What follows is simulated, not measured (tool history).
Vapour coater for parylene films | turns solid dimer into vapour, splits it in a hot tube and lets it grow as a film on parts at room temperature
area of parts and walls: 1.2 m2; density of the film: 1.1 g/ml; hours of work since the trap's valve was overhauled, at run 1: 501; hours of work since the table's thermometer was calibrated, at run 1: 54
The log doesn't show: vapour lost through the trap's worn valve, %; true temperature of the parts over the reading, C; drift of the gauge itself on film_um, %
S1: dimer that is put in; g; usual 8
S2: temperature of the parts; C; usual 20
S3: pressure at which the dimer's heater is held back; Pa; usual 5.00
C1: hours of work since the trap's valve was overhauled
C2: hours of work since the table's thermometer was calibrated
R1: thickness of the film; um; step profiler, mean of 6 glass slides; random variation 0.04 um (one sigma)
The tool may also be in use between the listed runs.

run,day,S1,S2,S3,C1,C2,R1
1,0.000,8,20,5.00,501,54,4.15
2,3.050,14,20,5.00,565,118,7.15
3,5.442,14,20,5.00,615,168,6.98
4,7.358,14,20,5.00,655,208,7.07
# day 8.775: trap's valve overhauled
5,9.021,14,20,5.00,5,239,7.76
6,10.992,14,25,5.00,46,281,6.66
7,14.550,14,25,5.00,121,355,6.53
8,16.242,12,25,5.00,156,390,5.67
9,19.425,12,24,5.00,223,457,5.78
10,20.954,8,13,5.00,255,489,5.19
11,23.154,8,20,10.54,301,535,3.76
12,26.025,8,21,5.00,361,595,4.08
13,27.946,8,21,5.00,401,635,4.10
14,29.967,8,21,5.00,444,678,4.07
15,32.588,8,21,5.00,498,733,4.09
16,35.529,8,21,5.00,560,794,4.03
17,38.608,8,20,5.00,624,859,4.11
# day 41.596: trap's valve overhauled
18,41.596,8,20,2.48,0,918,4.91
19,44.762,8,20,6.37,66,984,4.34
20,48.012,8,20,5.70,134,1052,4.27
21,51.146,8,20,5.00,200,1118,4.37
22,52.721,8,20,5.00,233,1151,4.37
# day 55.862: table's thermometer calibrated
23,55.862,8,16,5.00,298,0,4.70
24,58.038,8,16,5.00,343,45,4.62
25,61.500,12,20,9.52,416,118,5.59
26,63.662,12,20,4.86,461,163,6.22
27,66.279,12,20,4.86,516,218,6.19
28,68.042,12,20,4.86,553,255,6.12
29,70.954,8,24,6.33,614,316,3.50
30,72.917,8,24,6.33,655,357,3.48
# day 74.358: trap's valve overhauled
31,75.775,8,24,6.33,30,413,3.75
32,77.692,13,20,7.50,70,453,6.59
33,80.125,7,20,5.00,121,504,3.82
34,82.808,8,22,10.70,177,560,3.64
35,85.875,8,29,3.59,241,625,3.45
36,87.854,4,18,10.54,282,666,2.04
37,89.329,12,27,10.54,313,697,4.63
38,91.604,5,21,8.16,361,745,2.40
39,94.996,5,21,8.16,432,816,2.33
40,96.454,13,22,4.05,462,846,6.58
41,99.646,8,28,5.00,529,913,3.33
42,101.125,3,13,8.66,560,944,1.72
43,104.229,5,20,2.42,625,1009,2.90
# day 107.225: trap's valve overhauled
44,107.517,7,20,9.57,6,1074,3.54
45,110.758,3,23,6.55,74,1142,1.45
46,114.062,9,20,5.00,143,1211,4.90

4 ways to go on from here, each from the tool as it stands after run 46. What would each give?
# day 114.362: table's thermometer calibrated
A,116.912,10,20,5.00,202,53,?
# day 114.362: table's thermometer calibrated
B,116.912,8,20,9.97,202,53,?
# day 114.362: table's thermometer calibrated
C,116.912,11,20,5.00,202,53,?
# day 114.362: table's thermometer calibrated
D,116.912,8,19,3.62,202,53,?

run,R1
A,5.29
B,3.86
C,5.81
D,4.62
Without the tool's hidden state the same runs would have given:
run,R1
A,5.46
B,3.98
C,5.99
D,4.76
